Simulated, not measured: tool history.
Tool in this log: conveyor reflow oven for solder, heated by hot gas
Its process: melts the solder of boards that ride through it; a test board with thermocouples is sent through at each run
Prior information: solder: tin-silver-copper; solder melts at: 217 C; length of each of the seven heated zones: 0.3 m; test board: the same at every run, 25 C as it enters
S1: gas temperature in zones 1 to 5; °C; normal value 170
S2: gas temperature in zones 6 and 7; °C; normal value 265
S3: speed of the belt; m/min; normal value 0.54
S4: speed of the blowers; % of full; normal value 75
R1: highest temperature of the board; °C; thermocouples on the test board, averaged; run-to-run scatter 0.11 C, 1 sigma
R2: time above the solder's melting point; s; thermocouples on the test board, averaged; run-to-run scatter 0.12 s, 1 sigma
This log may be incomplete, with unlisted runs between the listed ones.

| run | hour | S1 | S2 | S3 | S4 | R1 | R2 |
|---|---|---|---|---|---|---|---|
| 1 | 0 | 170 | 265 | 0.54 | 75 | 250.2 | 47.7 |
| 2 | 48.8 | 170 | 265 | 0.54 | 53 | 243.5 | 41.5 |
|  | 72.2 | flux residue cleaned out of gas plates and filters |
| 3 | 89.7 | 170 | 265 | 0.54 | 75 | 251.7 | 49.4 |
| 4 | 157.2 | 170 | 265 | 0.54 | 75 | 251.2 | 48.9 |
| 5 | 194.2 | 170 | 265 | 0.54 | 75 | 250.9 | 48.8 |
| 6 | 241.5 | 170 | 265 | 0.54 | 75 | 250.8 | 48.8 |
| 7 | 276.9 | 170 | 265 | 0.54 | 75 | 250.6 | 48.7 |
| 8 | 321.5 | 170 | 265 | 0.54 | 58 | 245.6 | 43.8 |
| 9 | 376.9 | 170 | 265 | 0.54 | 58 | 245.3 | 43.4 |
| 10 | 418.8 | 170 | 278 | 0.553 | 58 | 254.8 | 49.1 |
| 11 | 466.7 | 170 | 260 | 0.553 | 58 | 239.8 | 37.7 |
|  | 506.3 | flux residue cleaned out of gas plates and filters |
| 12 | 527.9 | 170 | 260 | 0.553 | 58 | 241.5 | 39.8 |
| 13 | 598.9 | 167 | 265 | 0.612 | 75 | 246.6 | 39.1 |
| 14 | 670.7 | 180 | 265 | 0.54 | 56 | 247.2 | 48.8 |
| 15 | 701.3 | 170 | 268 | 0.65 | 62 | 242.7 | 33.5 |
| 16 | 747 | 170 | 268 | 0.65 | 62 | 242.3 | 33.2 |
| 17 | 783.5 | 170 | 268 | 0.65 | 62 | 242.1 | 33 |

Here are 5 independent what-if runs from the current tool condition. What would each one return?
| A | 826.9 | 179 | 265 | 0.54 | 75 | ? | ? |
| B | 826.9 | 170 | 265 | 0.54 | 82 | ? | ? |
| C | 826.9 | 170 | 257 | 0.511 | 84 | ? | ? |
| D | 826.9 | 170 | 264 | 0.534 | 65 | ? | ? |
| E | 826.9 | 166 | 268 | 0.43 | 62 | ? | ? |

| run | R1 | R2 |
|---|---|---|
| A | 250.9 | 52.2 |
| B | 250.8 | 49.7 |
| C | 245.4 | 49.7 |
| D | 246.6 | 46.4 |
| E | 255 | 64.6 |
What these runs would have given with no unlogged condition in the tool:
| run | R1 | R2 |
|---|---|---|
| A | 252.6 | 52.3 |
| B | 252.8 | 50 |
| C | 247.3 | 50.2 |
| D | 248.4 | 46.8 |
| E | 256.6 | 64.3 |
